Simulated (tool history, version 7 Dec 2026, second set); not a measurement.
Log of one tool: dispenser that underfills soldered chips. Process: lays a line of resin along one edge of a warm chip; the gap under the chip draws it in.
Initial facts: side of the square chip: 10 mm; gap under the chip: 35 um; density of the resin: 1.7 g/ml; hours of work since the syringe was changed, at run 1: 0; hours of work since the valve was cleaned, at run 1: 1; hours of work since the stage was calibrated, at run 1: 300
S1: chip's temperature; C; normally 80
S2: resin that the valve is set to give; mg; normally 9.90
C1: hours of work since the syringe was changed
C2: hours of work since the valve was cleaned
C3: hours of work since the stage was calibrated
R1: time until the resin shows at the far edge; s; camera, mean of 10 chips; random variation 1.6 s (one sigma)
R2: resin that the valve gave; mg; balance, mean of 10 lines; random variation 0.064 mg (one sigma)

Run 1, day 0.000: usual settings; C1 0; C2 1; C3 300. Result: R1 156.7 s, R2 9.75 mg.
Run 2, day 0.200: usual settings; C1 3; C2 4; C3 303. Result: R1 182.0 s, R2 10.00 mg.
Run 3, day 0.450: usual settings; C1 7; C2 8; C3 307. Result: R1 217.8 s, R2 9.87 mg.
Run 4, day 0.654: usual settings but S1 73 C; C1 10; C2 11; C3 310. Result: R1 344.0 s, R2 9.76 mg.
At day 0.692: new syringe of resin.
Run 5, day 0.896: usual settings; C1 3; C2 15; C3 314. Result: R1 179.1 s, R2 9.68 mg.
Run 6, day 1.317: usual settings; C1 10; C2 22; C3 321. Result: R1 239.6 s, R2 9.68 mg.
At day 1.404: new syringe of resin.
Run 7, day 1.746: usual settings; C1 5; C2 28; C3 327. Result: R1 195.6 s, R2 9.60 mg.
At day 2.100: new syringe of resin.
Run 8, day 2.233: usual settings; C1 2; C2 36; C3 335. Result: R1 168.3 s, R2 9.65 mg.
Run 9, day 2.646: usual settings; C1 9; C2 42; C3 341. Result: R1 229.1 s, R2 9.52 mg.
At day 2.788: new syringe of resin.
Run 10, day 3.112: usual settings; C1 5; C2 50; C3 348. Result: R1 193.3 s, R2 9.58 mg.
At day 3.488: new syringe of resin.
Run 11, day 3.488: usual settings but S2 8.74 mg; C1 0; C2 55; C3 354. Result: R1 158.1 s, R2 8.33 mg.
Run 12, day 3.933: usual settings but S2 11.25 mg; C1 7; C2 62; C3 361. Result: R1 209.7 s, R2 10.78 mg.
At day 4.183: new syringe of resin.
Run 13, day 4.242: usual settings but S2 11.25 mg; C1 1; C2 67; C3 366. Result: R1 155.1 s, R2 10.75 mg.
Run 14, day 4.475: usual settings but S2 11.25 mg; C1 5; C2 71; C3 370. Result: R1 186.0 s, R2 10.52 mg.
At day 4.883: new syringe of resin.
Run 15, day 4.946: usual settings but S2 10.64 mg; C1 1; C2 78; C3 377. Result: R1 161.3 s, R2 9.93 mg.
Run 16, day 5.300: usual settings but S1 81 C; C1 7; C2 84; C3 383. Result: R1 200.3 s, R2 9.21 mg.
At day 5.583: new syringe of resin.
Run 17, day 5.725: usual settings; C1 2; C2 90; C3 389. Result: R1 168.7 s, R2 9.16 mg.
Run 18, day 5.925: usual settings; C1 5; C2 93; C3 392. Result: R1 193.5 s, R2 9.16 mg.
At day 6.283: new syringe of resin.
Run 19, day 6.300: usual settings; C1 0; C2 99; C3 398. Result: R1 156.7 s, R2 9.18 mg.
Run 20, day 6.729: usual settings; C1 7; C2 106; C3 405. Result: R1 213.6 s, R2 8.96 mg.
At day 6.967: new syringe of resin.
Run 21, day 6.996: usual settings but S1 83 C, S2 11.66 mg; C1 0; C2 110; C3 409. Result: R1 136.9 s, R2 10.63 mg.
Run 22, day 7.362: usual settings but S1 69 C, S2 11.04 mg; C1 6; C2 116; C3 415. Result: R1 320.7 s, R2 10.06 mg.
At day 7.662: new syringe of resin.
Run 23, day 7.808: usual settings but S1 69 C, S2 11.04 mg; C1 2; C2 123; C3 421. Result: R1 269.1 s, R2 10.03 mg.
Run 24, day 8.246: usual settings but S1 69 C, S2 11.04 mg; C1 9; C2 130; C3 428. Result: R1 372.8 s, R2 9.88 mg.
At day 8.362: new syringe of resin.
Run 25, day 8.700: usual settings but S1 72 C, S2 9.05 mg; C1 5; C2 136; C3 435. Result: R1 279.6 s, R2 8.02 mg.
At day 8.992: dispensing valve cleaned and set on the balance.
At day 9.096: new syringe of resin.
Run 26, day 9.108: usual settings but S1 72 C, S2 9.05 mg; C1 0; C2 2; C3 441. Result: R1 213.6 s, R2 9.00 mg.
Run 27, day 9.467: usual settings but S1 94 C, S2 9.25 mg; C1 6; C2 7; C3 447. Result: R1 112.3 s, R2 9.15 mg.
Run 28, day 9.658: usual settings but S1 94 C, S2 9.25 mg; C1 9; C2 10; C3 450. Result: R1 130.0 s, R2 9.22 mg.
At day 9.788: new syringe of resin.
Run 29, day 9.871: usual settings but S1 86 C, S2 10.25 mg; C1 1; C2 14; C3 453. Result: R1 124.7 s, R2 10.14 mg.
Run 30, day 10.108: usual settings but S1 74 C, S2 9.12 mg; C1 5; C2 17; C3 457. Result: R1 252.6 s, R2 8.98 mg.
Run 31, day 10.367: usual settings but S1 65 C, S2 9.45 mg; C1 9; C2 21; C3 461. Result: R1 447.1 s, R2 9.36 mg.
At day 10.475: new syringe of resin.
Run 32, day 10.642: usual settings but S1 95 C, S2 10.39 mg; C1 3; C2 26; C3 465. Result: R1 94.4 s, R2 10.20 mg.
Run 33, day 10.925: usual settings but S1 95 C, S2 10.39 mg; C1 7; C2 30; C3 469. Result: R1 114.7 s, R2 10.14 mg.
At day 11.162: new syringe of resin.
Run 34, day 11.312: usual settings but S1 91 C, S2 10.13 mg; C1 2; C2 36; C3 475. Result: R1 108.1 s, R2 10.02 mg.

Predict each of these 4 candidate next runs independently; none follows another, all start after run 34:
Run A, day 11.512: usual settings but S1 77 C, S2 10.13 mg; C1 6; C2 39; C3 478. Result: R1 ?, R2 ?.
Run B, day 11.512: usual settings but S1 73 C, S2 10.13 mg; C1 6; C2 39; C3 478. Result: R1 ?, R2 ?.
Run C, day 11.512: usual settings but S1 90 C; C1 6; C2 39; C3 478. Result: R1 ?, R2 ?.
Run D, day 11.512: usual settings but S1 73 C, S2 8.73 mg; C1 6; C2 39; C3 478. Result: R1 ?, R2 ?.

run     R1    R2
  A  217.3  9.82
  B  257.3  9.73
  C  130.5  9.80
  D  261.2  8.62
What these runs would have given with no unlogged condition in the tool:
run     R1     R2
  A  179.4  10.10
  B  212.7  10.00
  C  107.2  10.07
  D  215.3   8.86
